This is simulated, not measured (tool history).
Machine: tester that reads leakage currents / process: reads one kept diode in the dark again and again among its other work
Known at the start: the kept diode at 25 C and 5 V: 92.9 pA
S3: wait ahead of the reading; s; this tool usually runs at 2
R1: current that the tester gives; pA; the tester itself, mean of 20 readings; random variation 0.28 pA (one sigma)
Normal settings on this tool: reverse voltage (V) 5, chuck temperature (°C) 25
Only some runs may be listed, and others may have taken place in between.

Run 1, day 0: usual settings. Result: R1 106.26 pA.
At day 2.896: probe card cleaned and baked.
Run 2, day 3.946: usual settings but reverse voltage (V) 7.78. Result: R1 118.44 pA.
Run 3, day 6.588: usual settings but reverse voltage (V) 7.78. Result: R1 119.23 pA.
Run 4, day 9.95: usual settings. Result: R1 99.04 pA.
Run 5, day 12.775: usual settings but chuck temperature (°C) 23. Result: R1 84.29 pA.
Run 6, day 14.8: usual settings but reverse voltage (V) 9.89. Result: R1 134.18 pA.
Run 7, day 18.871: usual settings but reverse voltage (V) 9.89. Result: R1 136.33 pA.
Run 8, day 21.8: usual settings. Result: R1 101.23 pA.
Run 9, day 23.996: usual settings but S3 3.19 s. Result: R1 101.62 pA.
Run 10, day 26.458: usual settings but S3 3.19 s. Result: R1 101.81 pA.
Run 11, day 28.296: usual settings but S3 3.19 s. Result: R1 101.58 pA.
Run 12, day 30.675: usual settings but S3 3.19 s. Result: R1 102.88 pA.
Run 13, day 32.933: usual settings but S3 0.96 s. Result: R1 104.59 pA.
Run 14, day 35.075: usual settings but S3 0.96 s. Result: R1 104.49 pA.
Run 15, day 37.467: usual settings but S3 0.96 s. Result: R1 105.06 pA.
Run 16, day 39.821: usual settings but S3 0.96 s. Result: R1 105.18 pA.
Run 17, day 42.112: usual settings but reverse voltage (V) 2.03, chuck temperature (°C) 45, S3 0.35 s. Result: R1 317.82 pA.
At day 44.158: chuck's temperature calibrated.
Run 18, day 46.017: usual settings but reverse voltage (V) 4.29, chuck temperature (°C) 38, S3 0.41 s. Result: R1 243.25 pA.
Run 19, day 48.804: usual settings but reverse voltage (V) 3.74, chuck temperature (°C) 26, S3 0.89 s. Result: R1 91.53 pA.
Run 20, day 51.296: usual settings but reverse voltage (V) 3.74, chuck temperature (°C) 26, S3 0.89 s. Result: R1 91.94 pA.
Run 21, day 53.975: usual settings but chuck temperature (°C) 31, S3 1.28 s. Result: R1 154.95 pA.
Run 22, day 56.275: usual settings but reverse voltage (V) 6.17, chuck temperature (°C) 37, S3 1.28 s. Result: R1 266.97 pA.
At day 56.554: tester calibrated.
Run 23, day 59.271: usual settings but reverse voltage (V) 4.9, S3 5.37 s. Result: R1 97.17 pA.
Run 24, day 61.483: usual settings but S3 3.66 s. Result: R1 98.09 pA.
Run 25, day 63.921: usual settings but S3 2.7 s. Result: R1 98.65 pA.
Run 26, day 67.425: usual settings but S3 2.7 s. Result: R1 99.18 pA.
At day 70.758: tester calibrated, once more.
Run 27, day 71.754: usual settings but S3 2.7 s. Result: R1 99.82 pA.
Run 28, day 74.442: usual settings but chuck temperature (°C) 37, S3 0.74 s. Result: R1 247.89 pA.
Run 29, day 76.608: usual settings but chuck temperature (°C) 46, S3 0.74 s. Result: R1 476.16 pA.
Run 30, day 80.6: usual settings but chuck temperature (°C) 42, S3 0.75 s. Result: R1 360.1 pA.
Run 31, day 83.388: usual settings but chuck temperature (°C) 42, S3 0.75 s. Result: R1 360.14 pA.

Consider 4 possible next runs. They are alternatives, not a sequence: every one starts from the tool as it was left by run 31. What does each give?
Run A, day 86.571: usual settings but chuck temperature (°C) 22. Result: R1 ?.
Run B, day 86.571: usual settings but reverse voltage (V) 6.32, chuck temperature (°C) 21, S3 0.86 s. Result: R1 ?.
Run C, day 86.571: usual settings but reverse voltage (V) 2.39, chuck temperature (°C) 42, S3 0.31 s. Result: R1 ?.
Run D, day 86.571: usual settings but reverse voltage (V) 1.13, chuck temperature (°C) 42, S3 0.75 s. Result: R1 ?.

run      R1
  A   81.39
  B   85.73
  C  264.21
  D  189.52
Stripped of hidden state, with their random variation kept, the same runs would have yielded:
run      R1
  A   72.96
  B   75.62
  C   253.9
  D  182.79
